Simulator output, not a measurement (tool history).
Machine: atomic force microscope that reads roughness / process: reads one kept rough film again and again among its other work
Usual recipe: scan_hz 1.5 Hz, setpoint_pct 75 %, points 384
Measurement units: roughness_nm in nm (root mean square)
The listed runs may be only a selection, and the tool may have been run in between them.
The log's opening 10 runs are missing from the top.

{"hour": 517.3, "done": "new tip fitted"}
{"run": 11, "hour": 538.3, "scan_hz": 1.87, "setpoint_pct": 75, "points": 384, "roughness_nm": 2.221}
{"run": 12, "hour": 573.5, "scan_hz": 1.5, "setpoint_pct": 75, "points": 384, "roughness_nm": 2.236}
{"run": 13, "hour": 603.4, "scan_hz": 1.5, "setpoint_pct": 75, "points": 384, "roughness_nm": 2.219}
{"run": 14, "hour": 654.7, "scan_hz": 1.5, "setpoint_pct": 80, "points": 384, "roughness_nm": 2.097}
{"hour": 702.2, "done": "new tip fitted"}
{"run": 15, "hour": 717.2, "scan_hz": 1.5, "setpoint_pct": 75, "points": 445, "roughness_nm": 2.256}
{"run": 16, "hour": 764.6, "scan_hz": 1.5, "setpoint_pct": 75, "points": 445, "roughness_nm": 2.229}
{"run": 17, "hour": 819.3, "scan_hz": 1.5, "setpoint_pct": 75, "points": 445, "roughness_nm": 2.194}
{"run": 18, "hour": 852.7, "scan_hz": 1.5, "setpoint_pct": 75, "points": 445, "roughness_nm": 2.146}
{"hour": 885.5, "done": "new tip fitted"}
{"run": 19, "hour": 906.4, "scan_hz": 1.5, "setpoint_pct": 64, "points": 384, "roughness_nm": 2.388}
{"run": 20, "hour": 962.3, "scan_hz": 1.5, "setpoint_pct": 64, "points": 384, "roughness_nm": 2.346}
{"run": 21, "hour": 1024.6, "scan_hz": 1.5, "setpoint_pct": 64, "points": 384, "roughness_nm": 2.28}
{"hour": 1067.1, "done": "new tip fitted"}
{"run": 22, "hour": 1086.1, "scan_hz": 1.5, "setpoint_pct": 64, "points": 384, "roughness_nm": 2.4}
{"run": 23, "hour": 1156.9, "scan_hz": 3.16, "setpoint_pct": 75, "points": 384, "roughness_nm": 1.955}
{"run": 24, "hour": 1188.3, "scan_hz": 3.16, "setpoint_pct": 75, "points": 384, "roughness_nm": 1.929}
{"hour": 1251.4, "done": "new tip fitted"}
{"run": 25, "hour": 1256.1, "scan_hz": 3.16, "setpoint_pct": 75, "points": 384, "roughness_nm": 2.035}
{"run": 26, "hour": 1304.6, "scan_hz": 3.16, "setpoint_pct": 75, "points": 384, "roughness_nm": 1.993}

Run 27, settings as shown, results not yet in. Your forecast:
{"run": 27, "hour": 1357.5, "scan_hz": 1.5, "setpoint_pct": 68, "points": 384, "roughness_nm": "?"}

{"run 27": {"roughness_nm": 2.286}}
Had the tool carried no hidden state, the very same run would have given roughness_nm 2.409 nm (root mean square).

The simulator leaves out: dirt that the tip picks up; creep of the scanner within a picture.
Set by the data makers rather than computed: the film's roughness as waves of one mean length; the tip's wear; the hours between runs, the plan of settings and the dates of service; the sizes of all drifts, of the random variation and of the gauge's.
